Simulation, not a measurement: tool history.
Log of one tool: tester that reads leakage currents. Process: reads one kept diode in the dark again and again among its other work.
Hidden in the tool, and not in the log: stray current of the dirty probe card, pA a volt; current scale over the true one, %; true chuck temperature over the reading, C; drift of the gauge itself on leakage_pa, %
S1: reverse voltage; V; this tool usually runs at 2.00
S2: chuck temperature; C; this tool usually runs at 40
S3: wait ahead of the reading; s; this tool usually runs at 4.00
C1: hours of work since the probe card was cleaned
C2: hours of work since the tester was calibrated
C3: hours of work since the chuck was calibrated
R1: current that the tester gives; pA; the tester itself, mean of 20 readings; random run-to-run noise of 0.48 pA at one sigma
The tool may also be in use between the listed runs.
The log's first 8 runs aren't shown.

{"hour": 1606.7, "done": "probe card cleaned and baked"}
{"run": 9, "hour": 1643.5, "S1": 2.0, "S2": 40, "S3": 0.63, "C1": 23, "C2": 2616, "C3": 913, "R1": 165.25}
{"run": 10, "hour": 1818.2, "S1": 2.0, "S2": 40, "S3": 0.63, "C1": 134, "C2": 2726, "C3": 1023, "R1": 165.66}
{"run": 11, "hour": 2026.2, "S1": 2.0, "S2": 40, "S3": 0.63, "C1": 266, "C2": 2858, "C3": 1155, "R1": 167.51}
{"run": 12, "hour": 2251.3, "S1": 2.0, "S2": 32, "S3": 4.0, "C1": 409, "C2": 3001, "C3": 1298, "R1": 82.51}
{"run": 13, "hour": 2503.7, "S1": 2.0, "S2": 32, "S3": 4.0, "C1": 569, "C2": 3161, "C3": 1458, "R1": 83.49}
{"run": 14, "hour": 2662.5, "S1": 2.0, "S2": 32, "S3": 4.0, "C1": 669, "C2": 3262, "C3": 1559, "R1": 84.45}
{"run": 15, "hour": 2870.8, "S1": 2.0, "S2": 32, "S3": 4.0, "C1": 802, "C2": 3394, "C3": 1691, "R1": 84.93}
{"hour": 3012.6, "done": "chuck's temperature calibrated"}
{"run": 16, "hour": 3132.6, "S1": 2.0, "S2": 40, "S3": 4.0, "C1": 966, "C2": 3559, "C3": 76, "R1": 164.65}
{"hour": 3325.7, "done": "tester calibrated"}
{"run": 17, "hour": 3333.5, "S1": 2.14, "S2": 42, "S3": 3.07, "C1": 1092, "C2": 5, "C3": 202, "R1": 197.65}
{"run": 18, "hour": 3575.9, "S1": 2.14, "S2": 42, "S3": 3.07, "C1": 1246, "C2": 159, "C3": 356, "R1": 199.21}
{"run": 19, "hour": 3697.4, "S1": 1.35, "S2": 31, "S3": 0.62, "C1": 1323, "C2": 236, "C3": 433, "R1": 62.7}
{"run": 20, "hour": 3869.5, "S1": 1.14, "S2": 42, "S3": 4.0, "C1": 1432, "C2": 345, "C3": 542, "R1": 150.34}
{"run": 21, "hour": 4115.7, "S1": 18.27, "S2": 26, "S3": 4.0, "C1": 1588, "C2": 501, "C3": 698, "R1": 147.92}
{"run": 22, "hour": 4291.7, "S1": 10.41, "S2": 31, "S3": 0.44, "C1": 1700, "C2": 613, "C3": 810, "R1": 174.75}
{"run": 23, "hour": 4567.0, "S1": 12.47, "S2": 24, "S3": 4.0, "C1": 1875, "C2": 787, "C3": 984, "R1": 106.86}
{"run": 24, "hour": 4818.0, "S1": 6.35, "S2": 27, "S3": 0.56, "C1": 2034, "C2": 946, "C3": 1144, "R1": 99.53}
{"run": 25, "hour": 4971.4, "S1": 6.35, "S2": 27, "S3": 0.56, "C1": 2131, "C2": 1044, "C3": 1241, "R1": 100.65}
{"run": 26, "hour": 5237.9, "S1": 3.35, "S2": 44, "S3": 2.53, "C1": 2300, "C2": 1212, "C3": 1410, "R1": 301.47}
{"run": 27, "hour": 5447.7, "S1": 2.0, "S2": 40, "S3": 4.6, "C1": 2433, "C2": 1346, "C3": 1543, "R1": 171.48}
{"run": 28, "hour": 5694.7, "S1": 2.0, "S2": 49, "S3": 6.94, "C1": 2590, "C2": 1502, "C3": 1699, "R1": 364.02}
{"hour": 5830.2, "done": "chuck's temperature calibrated"}
{"run": 29, "hour": 5882.0, "S1": 3.05, "S2": 27, "S3": 0.69, "C1": 2707, "C2": 1620, "C3": 33, "R1": 67.57}
{"run": 30, "hour": 6075.0, "S1": 3.05, "S2": 25, "S3": 1.67, "C1": 2829, "C2": 1742, "C3": 155, "R1": 56.77}
{"run": 31, "hour": 6313.8, "S1": 13.5, "S2": 20, "S3": 1.18, "C1": 2981, "C2": 1893, "C3": 307, "R1": 94.67}
{"hour": 6442.6, "done": "probe card cleaned and baked"}
{"run": 32, "hour": 6561.3, "S1": 13.5, "S2": 20, "S3": 1.18, "C1": 75, "C2": 2049, "C3": 462, "R1": 65.17}

Predict each of these 4 candidate next runs independently; none follows another, all start after run 32:
{"run": "A", "hour": 6694.7, "S1": 14.71, "S2": 26, "S3": 1.18, "C1": 160, "C2": 2133, "C3": 546, "R1": "?"}
{"run": "B", "hour": 6694.7, "S1": 13.5, "S2": 57, "S3": 1.88, "C1": 160, "C2": 2133, "C3": 546, "R1": "?"}
{"run": "C", "hour": 6694.7, "S1": 13.5, "S2": 23, "S3": 1.18, "C1": 160, "C2": 2133, "C3": 546, "R1": "?"}
{"run": "D", "hour": 6694.7, "S1": 1.16, "S2": 39, "S3": 9.06, "C1": 160, "C2": 2133, "C3": 546, "R1": "?"}

run=A R1=119.01
run=B R1=1559.46
run=C R1=87.42
run=D R1=117.27
Take away the tool's hidden state, keep each run's random variation, and the runs would have read:
run=A R1=112.42
run=B R1=1502.18
run=C R1=82.20
run=D R1=112.65
